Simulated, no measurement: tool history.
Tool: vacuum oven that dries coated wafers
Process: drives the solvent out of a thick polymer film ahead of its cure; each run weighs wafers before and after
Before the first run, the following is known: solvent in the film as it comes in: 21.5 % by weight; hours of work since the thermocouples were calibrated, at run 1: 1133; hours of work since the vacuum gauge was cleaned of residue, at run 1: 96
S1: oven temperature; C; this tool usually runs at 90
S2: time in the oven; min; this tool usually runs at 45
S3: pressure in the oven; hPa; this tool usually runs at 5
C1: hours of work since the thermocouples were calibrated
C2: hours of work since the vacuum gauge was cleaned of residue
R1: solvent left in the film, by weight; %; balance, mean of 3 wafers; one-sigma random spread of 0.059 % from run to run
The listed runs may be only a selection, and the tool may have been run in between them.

run,hour,S1,S2,S3,C1,C2,R1
1,0,90,45,5,1133,96,3.99
2,28.6,90,45,5,1153,116,3.89
3,58.8,90,45,5,1173,137,3.96
4,78,90,66,5,1186,150,2.1
5,107.3,90,66,5,1207,170,1.99
6,123.2,90,66,19.97,1217,181,3.46
7,152,90,66,19.97,1237,200,3.32
8,188,90,45,5,1262,225,4.09
9,221.7,80,45,5,1285,248,8.1
10,245.5,80,45,5,1301,264,8.03
11,266.6,99,23,5,1315,279,4.67
12,293.8,99,71,6.07,1334,297,0.67
13,311.2,92,32,3.02,1346,309,5.15
14,337.6,92,32,3.02,1364,327,5.18
15,364.5,98,22,6.37,1382,346,5.38
16,386.1,98,32,4.11,1397,360,3.07
17,417.4,95,59,11.63,1419,382,1.93
18,449.4,95,36,3.52,1441,404,3.57
19,482.5,90,34,4.19,1463,426,5.8
20,505.1,83,60,2.92,1479,442,4.99

Forecast each of these 3 alternatives for the next run:
A,525.4,90,44,5,1492,456,?
B,525.4,96,60,2.92,1492,456,?
C,525.4,83,25,2.92,1492,456,?

run,R1
A,4.36
B,1.19
C,10.41
With the hidden condition removed and each run's random variation left untouched, the same runs would have given:
run,R1
A,3.35
B,0.76
C,9.34

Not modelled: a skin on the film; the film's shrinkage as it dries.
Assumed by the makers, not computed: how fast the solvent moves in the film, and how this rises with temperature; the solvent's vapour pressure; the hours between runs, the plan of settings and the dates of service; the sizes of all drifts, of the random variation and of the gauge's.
